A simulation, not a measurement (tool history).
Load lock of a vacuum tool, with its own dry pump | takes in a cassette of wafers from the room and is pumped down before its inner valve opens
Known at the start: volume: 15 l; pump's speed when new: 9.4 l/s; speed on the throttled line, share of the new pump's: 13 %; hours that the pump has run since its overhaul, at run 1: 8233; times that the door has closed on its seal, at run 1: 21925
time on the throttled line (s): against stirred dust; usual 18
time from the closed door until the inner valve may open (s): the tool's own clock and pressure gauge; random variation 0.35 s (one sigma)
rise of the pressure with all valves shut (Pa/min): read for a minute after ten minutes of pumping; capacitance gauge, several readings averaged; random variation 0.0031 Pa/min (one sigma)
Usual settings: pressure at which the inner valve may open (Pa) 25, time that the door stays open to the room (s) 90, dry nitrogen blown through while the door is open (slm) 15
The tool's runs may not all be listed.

run,day,time on the throttled line (s),pressure at which the inner valve may open (Pa),time that the door stays open to the room (s),dry nitrogen blown through while the door is open (slm),hours that the pump has run since its overhaul,times that the door has closed on its seal,"incoming humidity of the room's air, %",time from the closed door until the inner valve may open (s),rise of the pressure with all valves shut (Pa/min)
1,0.000,18,25,90,15,8233,21925,45.4,30.3,0.174
2,4.688,18,25,90,15,8346,22415,44.9,30.2,0.180
3,9.950,18,25,90,15,8472,22964,45.4,29.7,0.183
4,14.729,18,25,90,15,8587,23463,42.5,30.2,0.171
5,19.550,18,25,90,15,8703,23966,45.3,29.8,0.178
6,22.333,18,25,90,15,8769,24256,41.5,30.8,0.178
7,26.504,18,25,90,15,8870,24692,49.8,29.7,0.193
8,30.862,18,46,90,27,8974,25147,45.5,29.4,0.175
9,34.075,18,46,90,27,9051,25482,40.5,29.0,0.169
10,38.142,20,25,85,19,9149,25907,40.8,31.1,0.173
11,41.671,20,25,85,19,9233,26275,49.0,31.3,0.193
12,46.867,25,25,85,6,9358,26817,44.8,35.8,0.213

Forecast each of these 3 alternatives for the next run:
A,50.217,10,20,85,6,9439,27167,42.9,?,?
B,50.217,14,25,85,6,9439,27167,41.6,?,?
C,50.217,24,19,38,15,9439,27167,45.2,?,?

run,time from the closed door until the inner valve may open (s),rise of the pressure with all valves shut (Pa/min)
A,23.4,0.216
B,26.4,0.204
C,35.9,0.156
Without the tool's hidden state the same runs would have given:
run,time from the closed door until the inner valve may open (s),rise of the pressure with all valves shut (Pa/min)
A,22.1,0.109
B,25.2,0.101
C,34.8,0.050

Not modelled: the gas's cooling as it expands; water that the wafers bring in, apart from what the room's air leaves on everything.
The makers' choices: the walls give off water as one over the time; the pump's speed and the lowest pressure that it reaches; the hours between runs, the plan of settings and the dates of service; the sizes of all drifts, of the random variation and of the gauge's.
